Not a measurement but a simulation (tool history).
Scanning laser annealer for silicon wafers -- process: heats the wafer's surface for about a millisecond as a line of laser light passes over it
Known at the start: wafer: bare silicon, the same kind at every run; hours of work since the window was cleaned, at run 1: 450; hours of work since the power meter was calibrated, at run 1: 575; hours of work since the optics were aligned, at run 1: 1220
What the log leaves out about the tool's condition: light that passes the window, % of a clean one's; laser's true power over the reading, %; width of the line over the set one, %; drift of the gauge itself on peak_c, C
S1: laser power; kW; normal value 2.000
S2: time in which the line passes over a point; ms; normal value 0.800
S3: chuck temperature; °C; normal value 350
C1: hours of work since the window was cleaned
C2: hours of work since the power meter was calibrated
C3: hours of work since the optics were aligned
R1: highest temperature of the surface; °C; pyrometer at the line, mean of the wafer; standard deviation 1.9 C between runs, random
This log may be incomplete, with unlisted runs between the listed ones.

run 1 hour=0.0 | S1=2.000 S2=0.800 S3=350 | C1=450 C2=575 C3=1220 | R1=1121
run 2 hour=22.1 | S1=2.000 S2=0.800 S3=350 | C1=462 C2=587 C3=1232 | R1=1120
run 3 hour=36.0 | S1=2.000 S2=0.800 S3=350 | C1=469 C2=595 C3=1239 | R1=1117
run 4 hour=62.2 | S1=2.000 S2=0.800 S3=350 | C1=483 C2=609 C3=1253 | R1=1118
run 5 hour=85.0 | S1=2.000 S2=0.800 S3=350 | C1=496 C2=621 C3=1266 | R1=1118
run 6 hour=98.3 | S1=2.000 S2=0.800 S3=313 | C1=503 C2=628 C3=1273 | R1=1077
run 7 hour=122.7 | S1=2.000 S2=0.800 S3=313 | C1=516 C2=642 C3=1286 | R1=1079
run 8 hour=140.5 | S1=2.191 S2=0.567 S3=313 | C1=526 C2=651 C3=1296 | R1=1034
run 9 hour=158.5 | S1=1.997 S2=0.901 S3=344 | C1=535 C2=661 C3=1306 | R1=1152
run 10 hour=177.6 | S1=1.997 S2=0.901 S3=344 | C1=546 C2=671 C3=1316 | R1=1154

Predict each of these 3 candidate next runs independently; none follows another, all start after run 10:
run A hour=196.7 | S1=1.879 S2=0.800 S3=365 | C1=556 C2=682 C3=1326 | R1=?
run B hour=196.7 | S1=1.828 S2=0.569 S3=350 | C1=556 C2=682 C3=1326 | R1=?
run C hour=196.7 | S1=2.088 S2=0.606 S3=354 | C1=556 C2=682 C3=1326 | R1=?

run=A R1=1069
run=B R1=928
run=C R1=1055
With the hidden condition removed and each run's random variation left untouched, the same runs would have given:
run=A R1=1129
run=B R1=977
run=C R1=1115
